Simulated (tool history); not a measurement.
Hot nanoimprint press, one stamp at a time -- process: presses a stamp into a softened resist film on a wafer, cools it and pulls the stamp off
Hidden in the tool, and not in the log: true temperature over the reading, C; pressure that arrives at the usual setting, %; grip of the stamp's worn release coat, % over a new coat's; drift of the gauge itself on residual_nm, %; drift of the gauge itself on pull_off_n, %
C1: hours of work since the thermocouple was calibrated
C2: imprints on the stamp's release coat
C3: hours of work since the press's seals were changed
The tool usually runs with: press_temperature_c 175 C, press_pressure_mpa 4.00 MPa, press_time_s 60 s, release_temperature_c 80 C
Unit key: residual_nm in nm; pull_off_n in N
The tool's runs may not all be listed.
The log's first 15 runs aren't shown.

{"run": 16, "hour": 1068.1, "press_temperature_c": 175, "press_pressure_mpa": 4.58, "press_time_s": 60, "release_temperature_c": 80, "C1": 86, "C2": 501, "C3": 329, "residual_nm": 177.6, "pull_off_n": 172}
{"hour": 1129.3, "done": "stamp cleaned and given a new release coat"}
{"run": 17, "hour": 1156.2, "press_temperature_c": 173, "press_pressure_mpa": 2.43, "press_time_s": 53, "release_temperature_c": 81, "C1": 136, "C2": 129, "C3": 379, "residual_nm": 264.6, "pull_off_n": 162}
{"run": 18, "hour": 1235.8, "press_temperature_c": 175, "press_pressure_mpa": 4.42, "press_time_s": 60, "release_temperature_c": 77, "C1": 184, "C2": 511, "C3": 427, "residual_nm": 181.1, "pull_off_n": 182}
{"hour": 1292.6, "done": "stamp cleaned and given a new release coat"}
{"run": 19, "hour": 1297.9, "press_temperature_c": 175, "press_pressure_mpa": 4.42, "press_time_s": 60, "release_temperature_c": 77, "C1": 218, "C2": 25, "C3": 461, "residual_nm": 180.8, "pull_off_n": 175}
{"run": 20, "hour": 1376.4, "press_temperature_c": 175, "press_pressure_mpa": 4.42, "press_time_s": 60, "release_temperature_c": 77, "C1": 265, "C2": 401, "C3": 509, "residual_nm": 180.5, "pull_off_n": 177}
{"hour": 1412.3, "done": "plate thermocouple calibrated"}
{"run": 21, "hour": 1450.9, "press_temperature_c": 175, "press_pressure_mpa": 4.47, "press_time_s": 60, "release_temperature_c": 73, "C1": 23, "C2": 744, "C3": 552, "residual_nm": 179.3, "pull_off_n": 212}
{"hour": 1463.1, "done": "stamp cleaned and given a new release coat"}
{"run": 22, "hour": 1514.4, "press_temperature_c": 175, "press_pressure_mpa": 4.47, "press_time_s": 60, "release_temperature_c": 73, "C1": 58, "C2": 246, "C3": 587, "residual_nm": 179.2, "pull_off_n": 211}
{"run": 23, "hour": 1568.8, "press_temperature_c": 175, "press_pressure_mpa": 4.47, "press_time_s": 60, "release_temperature_c": 73, "C1": 91, "C2": 507, "C3": 620, "residual_nm": 179.5, "pull_off_n": 197}
{"run": 24, "hour": 1615.9, "press_temperature_c": 175, "press_pressure_mpa": 6.14, "press_time_s": 119, "release_temperature_c": 80, "C1": 120, "C2": 733, "C3": 648, "residual_nm": 117.8, "pull_off_n": 172}
{"hour": 1627.6, "done": "stamp cleaned and given a new release coat"}
{"hour": 1633.9, "done": "gauge calibrated"}
{"run": 25, "hour": 1687.0, "press_temperature_c": 175, "press_pressure_mpa": 4.0, "press_time_s": 98, "release_temperature_c": 67, "C1": 159, "C2": 284, "C3": 688, "residual_nm": 164.4, "pull_off_n": 238}
{"run": 26, "hour": 1740.9, "press_temperature_c": 175, "press_pressure_mpa": 4.0, "press_time_s": 98, "release_temperature_c": 67, "C1": 192, "C2": 543, "C3": 720, "residual_nm": 164.0, "pull_off_n": 239}
{"hour": 1789.6, "done": "stamp cleaned and given a new release coat"}
{"hour": 1816.2, "done": "press's hydraulic seals changed and the load cell set to zero"}
{"run": 27, "hour": 1820.3, "press_temperature_c": 184, "press_pressure_mpa": 2.7, "press_time_s": 99, "release_temperature_c": 82, "C1": 231, "C2": 109, "C3": 2, "residual_nm": 164.2, "pull_off_n": 158}

For run 28, what comes out?
{"run": 28, "hour": 1869.9, "press_temperature_c": 178, "press_pressure_mpa": 4.74, "press_time_s": 40, "release_temperature_c": 76, "C1": 261, "C2": 347, "C3": 32, "residual_nm": "?", "pull_off_n": "?"}

Run 28 yielded residual_nm 184.6 nm, pull_off_n 186 N.
Without the tool's hidden state the same run would have given residual_nm 185.3 nm, pull_off_n 185 N.
